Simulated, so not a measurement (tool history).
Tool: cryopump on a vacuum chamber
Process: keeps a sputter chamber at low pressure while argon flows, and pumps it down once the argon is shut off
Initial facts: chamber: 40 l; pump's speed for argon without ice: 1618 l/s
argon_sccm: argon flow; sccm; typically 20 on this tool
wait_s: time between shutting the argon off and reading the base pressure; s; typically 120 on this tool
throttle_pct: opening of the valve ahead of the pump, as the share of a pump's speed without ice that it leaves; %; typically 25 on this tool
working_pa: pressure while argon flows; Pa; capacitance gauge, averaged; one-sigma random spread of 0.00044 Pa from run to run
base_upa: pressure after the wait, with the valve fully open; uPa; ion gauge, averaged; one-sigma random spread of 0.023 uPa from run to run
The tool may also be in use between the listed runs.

run	day	argon_sccm	wait_s	throttle_pct	working_pa	base_upa
1	0	20	120	25	0.0863	0.93
2	0.496	20	120	25	0.0859	0.98
3	1.029	20	120	25	0.0864	1
4	1.479	20	120	25	0.0858	0.95
5	2.171	20	120	25	0.0858	1.02
6	2.946	20	120	20	0.107	0.97
7	3.321	23	120	20	0.1239	1.04
8	3.804	23	120	20	0.1243	1.01
9	4.558	22	120	25	0.0949	1

What will run 10 give?
10	5.012	22	120	25	?	?

working_pa: 0.0956 Pa
base_upa: 1.04 uPa
If the tool had no hidden condition, the same run with the same run-to-run variation would have returned working_pa 0.0922 Pa, base_upa 0.79 uPa.
